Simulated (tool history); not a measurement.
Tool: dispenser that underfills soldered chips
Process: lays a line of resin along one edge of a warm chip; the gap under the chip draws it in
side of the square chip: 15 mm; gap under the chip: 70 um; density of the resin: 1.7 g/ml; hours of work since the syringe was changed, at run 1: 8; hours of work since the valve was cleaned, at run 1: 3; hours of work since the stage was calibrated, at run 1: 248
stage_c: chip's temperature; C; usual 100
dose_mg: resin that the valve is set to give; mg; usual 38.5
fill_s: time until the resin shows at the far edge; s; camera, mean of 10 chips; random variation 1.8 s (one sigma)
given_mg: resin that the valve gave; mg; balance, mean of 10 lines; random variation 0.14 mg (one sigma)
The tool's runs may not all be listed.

run	hour	stage_c	dose_mg	hours of work since the syringe was changed	hours of work since the valve was cleaned	hours of work since the stage was calibrated	fill_s	given_mg
1	0	100	38.5	8	3	248	236.8	38.46
# hour 4.5: new syringe of resin
2	11.1	100	39.6	4	10	255	205.9	39.33
# hour 21.2: new syringe of resin
3	25.5	94	38.5	3	20	265	237.9	37.86
# hour 38.2: new syringe of resin
4	40.8	94	38.5	2	30	275	231	37.2
# hour 54.5: new syringe of resin
5	58	94	38.5	2	41	286	235.2	36.94
6	66.9	94	38.5	8	47	292	278.3	36.7
# hour 72.4: new syringe of resin
7	75.1	94	42.4	2	53	298	231.3	40.28
# hour 89.5: new syringe of resin
8	90.2	94	42.4	0	63	308	225.8	39.86
# hour 92.1: dispensing valve cleaned and set on the balance
9	104.8	94	35.7	10	9	317	299.3	35.54
# hour 107.8: new syringe of resin
10	114.5	94	35.7	5	15	323	261.1	35.29
# hour 124.8: new syringe of resin
11	127.1	104	35.7	2	23	331	171.3	34.72
12	138.8	99	38.5	9	31	339	255.6	37.17
# hour 141.6: new syringe of resin
13	154.8	99	38.5	9	42	350	245.6	37.02
# hour 158.1: new syringe of resin
14	164.2	99	38.5	4	48	356	218.5	37.06
# hour 175: new syringe of resin
15	180.3	99	38.5	4	59	367	208.9	36.31
# hour 187.4: dispensing valve cleaned and set on the balance
16	191.8	99	38.5	11	3	374	255.6	38.6
# hour 193.6: new syringe of resin
17	204.5	100	38.5	7	11	382	231.9	38.34
# hour 211.2: new syringe of resin
18	214.8	96	45.4	2	18	389	218.9	44.64
# hour 228.2: new syringe of resin
19	230.1	105	42.2	1	28	399	165.3	41.29
20	238.2	86	36.7	7	34	405	361.4	35.37
# hour 244.8: new syringe of resin
21	247	110	47	2	40	410	140.7	45.5
22	257.1	110	47	8	46	417	177.9	44.99
# hour 262.5: new syringe of resin
23	265.9	96	33.2	2	52	423	230	31.53
# hour 279.1: new syringe of resin
24	280.6	95	41.3	1	62	433	229.1	39.29
# hour 284.1: dispensing valve cleaned and set on the balance
25	290.4	94	42.2	7	4	439	279	41.92
# hour 297.6: new syringe of resin
26	302.4	94	42.2	3	12	447	243.9	41.79
# hour 313.8: new syringe of resin
27	314.5	90	37.2	0	20	455	261.3	36.53
28	322.1	90	37.2	6	25	460	308.2	36.23
# hour 330.4: new syringe of resin
29	334	90	37.2	2	33	468	278.3	36.02
# hour 347.7: new syringe of resin
30	349.8	110	41	1	44	478	144.5	39.34
31	357.4	108	34.2	7	49	483	190.1	32.64
# hour 364.8: new syringe of resin
32	364.8	107	38.2	0	54	488	154.9	36.16
33	374.3	109	32.8	6	60	494	182.5	30.84
# hour 379.5: dispensing valve cleaned and set on the balance
# hour 382.1: new syringe of resin
34	384.3	93	48.3	1	3	500	232.5	48.32

Some steps in fill_s between neighbouring runs. How much of each would the tool show without its hidden state too (settings, what came in, random variation), and how much is left for the hidden state, with any gauge scatter that isn't in both results?
The hidden state here: resin's viscosity, % of fresh resin's; dose that the valve gives, % of what is set; true chip temperature over the reading, C; drift of the gauge itself on fill_s, %; drift of the gauge itself on given_mg, %.
Run 8 -> 9: dose_mg 42.4 -> 35.7, dispensing valve cleaned and set on the balance. fill_s +73.5 s: hidden state +71, all else +2.5.
Run 19 -> 20: stage_c 105 -> 86, dose_mg 42.2 -> 36.7. fill_s +196.1 s: hidden state +71.5, all else +124.6.
Run 20 -> 21: stage_c 86 -> 110, dose_mg 36.7 -> 47, new syringe of resin. fill_s -220.7 s: hidden state -73.3, all else -147.4.
Run 29 -> 30: stage_c 90 -> 110, dose_mg 37.2 -> 41, new syringe of resin. fill_s -133.8 s: hidden state -20.7, all else -113.1.
